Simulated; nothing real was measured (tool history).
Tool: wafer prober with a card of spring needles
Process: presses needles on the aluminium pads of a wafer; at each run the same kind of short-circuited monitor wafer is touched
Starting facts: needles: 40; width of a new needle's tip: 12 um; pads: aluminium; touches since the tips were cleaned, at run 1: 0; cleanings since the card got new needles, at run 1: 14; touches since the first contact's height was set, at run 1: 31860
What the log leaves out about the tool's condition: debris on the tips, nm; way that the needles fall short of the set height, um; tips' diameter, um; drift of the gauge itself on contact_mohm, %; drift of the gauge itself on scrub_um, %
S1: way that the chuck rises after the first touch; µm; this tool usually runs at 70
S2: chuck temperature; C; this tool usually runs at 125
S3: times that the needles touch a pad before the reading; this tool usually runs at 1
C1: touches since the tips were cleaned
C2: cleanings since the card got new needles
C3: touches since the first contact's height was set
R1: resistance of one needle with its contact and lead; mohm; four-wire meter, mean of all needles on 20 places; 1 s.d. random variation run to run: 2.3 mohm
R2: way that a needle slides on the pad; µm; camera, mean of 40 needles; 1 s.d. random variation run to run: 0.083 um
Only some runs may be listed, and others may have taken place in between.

run	day	S1	S2	S3	C1	C2	C3	R1	R2
1	0.000	70	125	1	0	14	31860	258	18.69
# day 0.304: tips cleaned on abrasive film
# day 0.604: tips cleaned on abrasive film
# day 0.908: tips cleaned on abrasive film
# day 1.150: tips cleaned on abrasive film
2	1.292	57	125	1	1205	18	42862	290	14.97
# day 1.417: tips cleaned on abrasive film
# day 1.658: tips cleaned on abrasive film
# day 1.962: tips cleaned on abrasive film
# day 2.262: tips cleaned on abrasive film
# day 2.567: tips cleaned on abrasive film
3	2.712	57	125	1	1265	23	54958	278	15.08
# day 2.838: tips cleaned on abrasive film
# day 3.138: tips cleaned on abrasive film
# day 3.442: tips cleaned on abrasive film, once more
4	3.542	57	125	1	863	26	62007	280	14.92
# day 3.725: tips cleaned on abrasive film
# day 4.029: tips cleaned on abrasive film
# day 4.271: tips cleaned on abrasive film
# day 4.575: tips cleaned on abrasive film
5	4.662	57	125	1	782	30	71555	278	15.00
# day 4.846: tips cleaned on abrasive film
# day 5.092: tips cleaned on abrasive film
# day 5.392: tips cleaned on abrasive film
# day 5.696: tips cleaned on abrasive film
# day 6.000: tips cleaned on abrasive film
6	6.133	54	125	1	1157	35	84057	292	14.05
# day 6.254: tips cleaned on abrasive film
# day 6.558: tips cleaned on abrasive film
# day 6.862: tips cleaned on abrasive film
# day 7.104: tips cleaned on abrasive film
# day 7.350: tips cleaned on abrasive film
# day 7.650: tips cleaned on abrasive film
# day 7.942: tips cleaned on abrasive film
7	7.942	54	125	1	0	42	99420	270	14.01
# day 8.183: tips cleaned on abrasive film
# day 8.429: tips cleaned on abrasive film
# day 8.729: tips cleaned on abrasive film
# day 8.975: tips cleaned on abrasive film
# day 9.275: tips cleaned on abrasive film
8	9.312	54	125	1	303	47	111068	272	13.83
# day 9.554: tips cleaned on abrasive film
# day 9.858: tips cleaned on abrasive film
# day 10.158: tips cleaned on abrasive film
# day 10.462: tips cleaned on abrasive film
9	10.525	72	125	1	547	51	121414	266	18.50
# day 10.708: tips cleaned on abrasive film
# day 11.012: tips cleaned on abrasive film
# day 11.254: tips cleaned on abrasive film
# day 11.558: tips cleaned on abrasive film
# day 11.750: height of the first contact set anew
# day 11.812: tips cleaned on abrasive film
10	11.879	72	125	1	567	56	1084	265	19.59
# day 12.062: tips cleaned on abrasive film
# day 12.367: tips cleaned on abrasive film
# day 12.667: tips cleaned on abrasive film
# day 12.971: tips cleaned on abrasive film
11	13.000	81	125	1	266	60	10630	259	21.93
# day 13.246: tips cleaned on abrasive film
# day 13.546: tips cleaned on abrasive film
# day 13.850: tips cleaned on abrasive film
# day 14.154: tips cleaned on abrasive film
12	14.208	81	125	1	463	64	20890	265	21.78
# day 14.450: tips cleaned on abrasive film
# day 14.692: tips cleaned on abrasive film
# day 14.996: tips cleaned on abrasive film
13	15.117	81	125	1	1040	67	28634	267	21.78
# day 15.296: tips cleaned on abrasive film
# day 15.600: tips cleaned on abrasive film
# day 15.842: tips cleaned on abrasive film
# day 16.088: tips cleaned on abrasive film
# day 16.388: tips cleaned on abrasive film
14	16.471	66	32	1	728	72	40165	244	17.55
# day 16.654: tips cleaned on abrasive film
# day 16.900: tips cleaned on abrasive film
# day 17.142: tips cleaned on abrasive film
# day 17.446: tips cleaned on abrasive film
# day 17.746: tips cleaned on abrasive film
# day 18.050: tips cleaned on abrasive film
15	18.058	74	82	1	65	78	53636	247	19.59
# day 18.300: tips cleaned on abrasive film
# day 18.604: tips cleaned on abrasive film
# day 18.846: tips cleaned on abrasive film
# day 19.150: tips cleaned on abrasive film
# day 19.450: tips cleaned on abrasive film
16	19.508	69	125	1	471	83	65963	269	18.34
# day 19.750: tips cleaned on abrasive film
# day 20.054: tips cleaned on abrasive film
# day 20.354: tips cleaned on abrasive film
17	20.396	59	71	1	367	86	73549	262	15.41
# day 20.642: tips cleaned on abrasive film
# day 20.883: tips cleaned on abrasive film
# day 21.125: tips cleaned on abrasive film
18	21.312	59	71	1	1594	89	81331	282	15.40
# day 21.375: tips cleaned on abrasive film
# day 21.679: tips cleaned on abrasive film
# day 21.921: tips cleaned on abrasive film
# day 22.162: tips cleaned on abrasive film
# day 22.462: tips cleaned on abrasive film
19	22.462	59	99	2	0	94	91076	256	15.40
# day 22.762: tips cleaned on abrasive film
# day 23.067: tips cleaned on abrasive film
# day 23.371: tips cleaned on abrasive film
# day 23.612: tips cleaned on abrasive film
20	23.775	59	99	2	1408	98	102282	274	15.27
# day 23.900: tips cleaned on abrasive film
# day 24.200: tips cleaned on abrasive film
# day 24.446: tips cleaned on abrasive film
# day 24.746: tips cleaned on abrasive film
# day 25.050: tips cleaned on abrasive film
21	25.083	89	69	2	292	103	113402	244	23.31
# day 25.325: tips cleaned on abrasive film
# day 25.571: tips cleaned on abrasive film
# day 25.871: tips cleaned on abrasive film
# day 26.117: tips cleaned on abrasive film
22	26.183	89	118	1	567	107	122735	264	23.24
# day 26.362: tips cleaned on abrasive film
# day 26.667: tips cleaned on abrasive film
# day 26.971: tips cleaned on abrasive film
# day 27.271: tips cleaned on abrasive film
# day 27.283: height of the first contact set anew
# day 27.529: tips cleaned on abrasive film
23	27.700	89	118	1	1500	112	3563	267	24.20
# day 27.825: tips cleaned on abrasive film
# day 28.129: tips cleaned on abrasive film
# day 28.371: tips cleaned on abrasive film
# day 28.612: tips cleaned on abrasive film
24	28.700	89	112	2	755	116	12054	252	24.09
# day 28.883: tips cleaned on abrasive film
# day 29.129: tips cleaned on abrasive film
# day 29.429: tips cleaned on abrasive film
# day 29.675: tips cleaned on abrasive film
# day 29.975: tips cleaned on abrasive film
25	30.196	89	112	2	1895	121	24777	262	23.86

3 ways to go on from here, each from the tool as it stands after run 25. What would each give?
# day 30.258: tips cleaned on abrasive film
# day 30.504: tips cleaned on abrasive film
# day 30.804: tips cleaned on abrasive film
A	30.975	64	45	1	1469	124	31403	?	?
# day 30.258: tips cleaned on abrasive film
# day 30.504: tips cleaned on abrasive film
# day 30.804: tips cleaned on abrasive film
B	30.975	53	105	1	1469	124	31403	?	?
# day 30.258: tips cleaned on abrasive film
# day 30.504: tips cleaned on abrasive film
# day 30.804: tips cleaned on abrasive film
C	30.975	70	125	1	1469	124	31403	?	?

run	R1	R2
A	273	17.20
B	298	14.21
C	281	18.67
With the hidden condition removed and each run's random variation left untouched, the same runs would have given:
run	R1	R2
A	236	17.43
B	251	14.45
C	253	18.91

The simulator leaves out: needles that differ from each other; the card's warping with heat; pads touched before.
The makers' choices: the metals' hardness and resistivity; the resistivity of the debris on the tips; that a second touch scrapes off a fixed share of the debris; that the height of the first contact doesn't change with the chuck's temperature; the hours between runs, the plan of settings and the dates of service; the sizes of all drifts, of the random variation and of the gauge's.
